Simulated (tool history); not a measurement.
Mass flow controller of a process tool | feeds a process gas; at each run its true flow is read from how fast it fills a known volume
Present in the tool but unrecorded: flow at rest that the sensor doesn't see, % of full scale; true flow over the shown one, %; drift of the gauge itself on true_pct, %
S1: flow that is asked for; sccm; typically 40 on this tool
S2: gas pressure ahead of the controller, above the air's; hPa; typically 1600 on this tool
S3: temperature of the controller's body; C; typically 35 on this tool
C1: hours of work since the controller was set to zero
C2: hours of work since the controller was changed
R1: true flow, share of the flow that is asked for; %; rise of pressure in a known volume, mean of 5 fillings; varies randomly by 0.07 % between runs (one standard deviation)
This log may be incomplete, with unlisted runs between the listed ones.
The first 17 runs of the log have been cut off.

| run | hour | S1 | S2 | S3 | C1 | C2 | R1 |
|---|---|---|---|---|---|---|---|
| 18 | 5150.7 | 70 | 1580 | 24 | 1021 | 9863 | 101.33 |
| 19 | 5360.0 | 70 | 1580 | 24 | 1182 | 10023 | 101.25 |
| 20 | 5604.6 | 70 | 1580 | 24 | 1369 | 10210 | 101.45 |
| 21 | 5934.6 | 15 | 2080 | 28 | 1621 | 10463 | 99.82 |
| 22 | 6135.0 | 43 | 1720 | 30 | 1774 | 10616 | 100.20 |
| 23 | 6387.6 | 40 | 1830 | 35 | 1967 | 10809 | 99.65 |
| 24 | 6697.3 | 74 | 1470 | 27 | 2204 | 11046 | 101.39 |
| 25 | 6909.3 | 74 | 1470 | 27 | 2366 | 11208 | 101.46 |
| 26 | 7102.2 | 60 | 2180 | 22 | 2514 | 11356 | 101.76 |
| 27 | 7330.6 | 35 | 1600 | 35 | 2689 | 11530 | 100.01 |
| 28 | 7612.9 | 12 | 2600 | 35 | 2904 | 11746 | 99.33 |
| 29 | 7882.4 | 40 | 2460 | 30 | 3110 | 11952 | 100.48 |
| 30 | 8250.9 | 40 | 2460 | 30 | 3392 | 12234 | 100.70 |

Forecast each of these 5 alternatives for the next run:
|  | 8412.7 | gauge calibrated |
| A | 8482.3 | 40 | 2590 | 21 | 3569 | 12411 | ? |
|  | 8412.7 | gauge calibrated |
| B | 8482.3 | 72 | 1600 | 35 | 3569 | 12411 | ? |
|  | 8412.7 | gauge calibrated |
| C | 8482.3 | 40 | 2640 | 25 | 3569 | 12411 | ? |
|  | 8412.7 | gauge calibrated |
| D | 8482.3 | 76 | 1910 | 29 | 3569 | 12411 | ? |
|  | 8412.7 | gauge calibrated |
| E | 8482.3 | 68 | 1750 | 26 | 3569 | 12411 | ? |

| run | R1 |
|---|---|
| A | 99.35 |
| B | 98.56 |
| C | 98.91 |
| D | 99.22 |
| E | 99.40 |
Without the tool's hidden state the same runs would have given:
| run | R1 |
|---|---|
| A | 99.29 |
| B | 98.50 |
| C | 98.85 |
| D | 99.15 |
| E | 99.34 |
